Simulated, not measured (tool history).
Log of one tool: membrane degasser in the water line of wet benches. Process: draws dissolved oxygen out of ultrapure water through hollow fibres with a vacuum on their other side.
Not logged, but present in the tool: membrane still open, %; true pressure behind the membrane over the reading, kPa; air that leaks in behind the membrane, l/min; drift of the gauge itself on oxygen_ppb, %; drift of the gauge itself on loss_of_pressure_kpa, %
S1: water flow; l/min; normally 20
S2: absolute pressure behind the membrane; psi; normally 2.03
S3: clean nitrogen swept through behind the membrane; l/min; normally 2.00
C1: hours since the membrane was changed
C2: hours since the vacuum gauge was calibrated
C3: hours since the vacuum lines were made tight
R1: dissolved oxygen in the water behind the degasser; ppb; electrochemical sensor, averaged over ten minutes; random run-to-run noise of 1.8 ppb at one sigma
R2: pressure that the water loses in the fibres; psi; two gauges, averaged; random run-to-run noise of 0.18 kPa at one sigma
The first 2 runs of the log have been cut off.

| run | day | S1 | S2 | S3 | C1 | C2 | C3 | R1 | R2 |
|---|---|---|---|---|---|---|---|---|---|
| 3 | 15.688 | 20 | 2.03 | 2.00 | 5677 | 376 | 1224 | 261.1 | 5.133 |
| 4 | 22.400 | 20 | 4.47 | 2.00 | 5839 | 538 | 1385 | 618.7 | 5.111 |
| 5 | 26.762 | 20 | 4.47 | 2.00 | 5943 | 642 | 1490 | 630.8 | 5.117 |
| 6 | 34.104 | 20 | 2.03 | 5.33 | 6120 | 819 | 1666 | 111.2 | 5.165 |
| 7 | 42.571 | 20 | 2.03 | 3.33 | 6323 | 1022 | 1869 | 167.5 | 5.178 |
| 8 | 47.617 | 20 | 2.03 | 3.33 | 6444 | 1143 | 1990 | 168.1 | 5.155 |
| 9 | 55.458 | 20 | 2.03 | 2.00 | 6632 | 1331 | 2179 | 267.0 | 5.155 |
| 10 | 63.550 | 20 | 3.21 | 2.00 | 6826 | 1525 | 2373 | 444.2 | 5.178 |
| 11 | 72.562 | 20 | 2.03 | 2.00 | 7042 | 1741 | 2589 | 264.3 | 5.175 |
| 12 | 76.858 | 20 | 2.03 | 2.00 | 7146 | 1845 | 2692 | 269.3 | 5.182 |
|  | 77.512 | vacuum gauge calibrated |
| 13 | 82.292 | 20 | 2.03 | 2.00 | 7275 | 115 | 2822 | 267.9 | 5.216 |
| 14 | 91.021 | 20 | 2.03 | 2.00 | 7485 | 324 | 3032 | 269.8 | 5.176 |
| 15 | 95.892 | 20 | 2.03 | 2.00 | 7602 | 441 | 3149 | 268.8 | 5.171 |
| 16 | 101.971 | 20 | 2.03 | 2.00 | 7748 | 587 | 3294 | 267.7 | 5.169 |
|  | 108.404 | vacuum gauge calibrated, once more |
| 17 | 108.912 | 20 | 2.03 | 2.00 | 7914 | 12 | 3461 | 266.5 | 5.169 |

What does the tool deliver on the next run?
| 18 | 117.012 | 26 | 2.20 | 1.10 | 8108 | 207 | 3655 | ? | ? |

Run 18 measured R1 626.2 ppb, R2 6.781 psi.
Without the tool's hidden state the same run would have given R1 612.0 ppb, R2 6.459 psi.
